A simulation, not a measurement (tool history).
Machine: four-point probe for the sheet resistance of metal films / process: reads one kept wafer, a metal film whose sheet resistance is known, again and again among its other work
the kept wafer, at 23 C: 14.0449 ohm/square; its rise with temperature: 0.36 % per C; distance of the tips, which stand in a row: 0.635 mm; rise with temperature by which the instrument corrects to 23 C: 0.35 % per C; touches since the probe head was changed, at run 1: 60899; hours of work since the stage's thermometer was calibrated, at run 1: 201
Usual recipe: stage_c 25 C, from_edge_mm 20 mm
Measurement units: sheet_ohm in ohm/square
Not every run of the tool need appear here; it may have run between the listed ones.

run	hour	stage_c	from_edge_mm	touches since the probe head was changed	hours of work since the stage's thermometer was calibrated	sheet_ohm
1	0.0	25	20	60899	201	13.995116
2	96.6	25	10	62954	278	14.014992
3	158.2	25	10	64266	327	14.013423
4	250.4	25	20	66229	401	13.988304
5	337.9	25	20	68093	471	13.980129
6	431.7	25	20	70088	545	13.980570
7	525.0	25	20	72074	620	13.977244
8	576.8	25	20	73178	661	13.973291
9	686.1	25	10	75503	748	13.990280
10	796.3	25	10	77850	836	13.990851
11	888.7	25	20	79817	909	13.961397
12	1002.8	25	27	82246	1000	13.956102
13	1093.4	25	27	84175	1072	13.957680
14	1197.9	25	27	86398	1156	13.956167
15	1274.4	25	27	88026	1216	13.944657
16	1374.5	25	26	90158	1296	13.942649
17	1480.3	25	26	92409	1380	13.940282
18	1554.5	33	5	93988	1440	14.067107
19	1648.3	23	24	95986	1514	13.930468
20	1715.7	23	5	97420	1568	14.045785
21	1800.3	32	60	99222	1635	13.931890
22	1861.6	32	60	100526	1684	13.936400
23	1923.9	26	13	101851	1734	13.939565
24	1992.2	19	25	103307	1788	13.916744
25	2088.1	25	10	105347	1865	13.950622
26	2177.1	29	35	107243	1936	13.917498
27	2243.9	29	35	108663	1989	13.921694
# hour 2283.6: new probe head fitted
28	2310.6	21	20	576	2041	13.997808
# hour 2332.7: stage's thermometer calibrated
29	2432.5	21	31	3159	80	14.015199
30	2523.1	25	41	5089	152	14.020823
31	2630.7	25	7	7378	237	14.073387
32	2728.9	25	7	9469	316	14.066710
33	2850.8	25	7	12063	413	14.062085

Across each entry between runs, compare the hidden state at the last listed run before it with the hidden state at the first listed run after it:
Logged between run 27 and run 28: new probe head fitted (hour 2283.6)
  inner tips' distance over the nominal, %: -0.752 -> -0.188; tips' flats over new ones', %: 133 -> 1; wafer's true temperature over the reading, C: -0.46 -> -0.47
  measured less the result without the state, sheet_ohm: -0.137174 -> -0.052903 ohm/square
Logged between run 28 and run 29: stage's thermometer calibrated (hour 2332.7)
  inner tips' distance over the nominal, %: -0.188 -> -0.208; tips' flats over new ones', %: 1 -> 4; wafer's true temperature over the reading, C: -0.47 -> 0.04
  measured less the result without the state, sheet_ohm: -0.052903 -> -0.029346 ohm/square
